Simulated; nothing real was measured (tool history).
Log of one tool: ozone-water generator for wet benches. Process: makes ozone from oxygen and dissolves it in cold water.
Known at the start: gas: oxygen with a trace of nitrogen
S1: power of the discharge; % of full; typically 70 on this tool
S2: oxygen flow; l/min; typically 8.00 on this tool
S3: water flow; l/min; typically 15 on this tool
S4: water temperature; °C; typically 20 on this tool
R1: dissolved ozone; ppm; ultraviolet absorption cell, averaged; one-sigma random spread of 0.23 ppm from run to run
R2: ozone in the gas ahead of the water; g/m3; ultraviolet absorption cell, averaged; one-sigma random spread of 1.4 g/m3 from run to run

{"run": 1, "hour": 0.0, "S1": 70, "S2": 8.0, "S3": 15, "S4": 20, "R1": 31.4, "R2": 254.2}
{"run": 2, "hour": 26.3, "S1": 70, "S2": 8.0, "S3": 15, "S4": 20, "R1": 31.2, "R2": 253.6}
{"run": 3, "hour": 41.4, "S1": 70, "S2": 8.0, "S3": 15, "S4": 20, "R1": 31.6, "R2": 256.5}
{"run": 4, "hour": 58.7, "S1": 70, "S2": 6.15, "S3": 15, "S4": 20, "R1": 31.5, "R2": 280.5}
{"run": 5, "hour": 73.5, "S1": 70, "S2": 6.15, "S3": 15, "S4": 20, "R1": 31.5, "R2": 280.9}
{"run": 6, "hour": 89.6, "S1": 70, "S2": 6.15, "S3": 15, "S4": 20, "R1": 31.8, "R2": 280.7}
{"run": 7, "hour": 105.9, "S1": 70, "S2": 6.15, "S3": 15, "S4": 20, "R1": 31.6, "R2": 280.3}
{"run": 8, "hour": 132.6, "S1": 70, "S2": 6.15, "S3": 15, "S4": 20, "R1": 31.8, "R2": 282.8}
{"run": 9, "hour": 160.9, "S1": 70, "S2": 8.0, "S3": 15, "S4": 20, "R1": 31.7, "R2": 253.8}
{"run": 10, "hour": 189.3, "S1": 70, "S2": 8.0, "S3": 15, "S4": 20, "R1": 31.7, "R2": 252.7}
{"run": 11, "hour": 204.6, "S1": 70, "S2": 8.0, "S3": 15, "S4": 20, "R1": 31.4, "R2": 254.2}
{"run": 12, "hour": 226.3, "S1": 58, "S2": 8.11, "S3": 15, "S4": 19, "R1": 28.1, "R2": 223.5}
{"run": 13, "hour": 244.5, "S1": 48, "S2": 8.48, "S3": 15, "S4": 20, "R1": 24.6, "R2": 190.8}
{"run": 14, "hour": 269.1, "S1": 71, "S2": 8.1, "S3": 10, "S4": 25, "R1": 35.0, "R2": 255.3}
{"run": 15, "hour": 303.2, "S1": 43, "S2": 8.0, "S3": 21, "S4": 14, "R1": 20.5, "R2": 182.2}
{"run": 16, "hour": 322.7, "S1": 43, "S2": 8.0, "S3": 21, "S4": 14, "R1": 20.1, "R2": 182.4}
{"run": 17, "hour": 341.1, "S1": 76, "S2": 8.0, "S3": 21, "S4": 24, "R1": 24.6, "R2": 267.5}
{"run": 18, "hour": 372.9, "S1": 76, "S2": 8.0, "S3": 21, "S4": 24, "R1": 24.6, "R2": 267.5}
{"run": 19, "hour": 390.9, "S1": 76, "S2": 8.0, "S3": 21, "S4": 24, "R1": 24.5, "R2": 263.6}
{"run": 20, "hour": 421.5, "S1": 76, "S2": 7.05, "S3": 21, "S4": 24, "R1": 24.7, "R2": 281.1}
{"run": 21, "hour": 440.4, "S1": 76, "S2": 7.05, "S3": 21, "S4": 24, "R1": 25.0, "R2": 283.5}
{"run": 22, "hour": 460.0, "S1": 70, "S2": 9.9, "S3": 15, "S4": 20, "R1": 30.8, "R2": 234.0}

Alternative continuations, all from the tool just after run 22; predict every row:
{"run": "A", "hour": 484.6, "S1": 55, "S2": 6.04, "S3": 9, "S4": 20, "R1": "?", "R2": "?"}
{"run": "B", "hour": 484.6, "S1": 62, "S2": 4.61, "S3": 15, "S4": 14, "R1": "?", "R2": "?"}
{"run": "C", "hour": 484.6, "S1": 70, "S2": 8.3, "S3": 15, "S4": 20, "R1": "?", "R2": "?"}
{"run": "D", "hour": 484.6, "S1": 70, "S2": 6.92, "S3": 15, "S4": 20, "R1": "?", "R2": "?"}

run=A R1=36.7 R2=241.3
run=B R1=31.2 R2=292.2
run=C R1=31.3 R2=249.5
run=D R1=31.5 R2=270.6
Without the tool's unlogged condition, the same runs would have read:
run=A R1=40.4 R2=244.6
run=B R1=34.8 R2=296.6
run=C R1=35.1 R2=253.6
run=D R1=35.3 R2=275.1
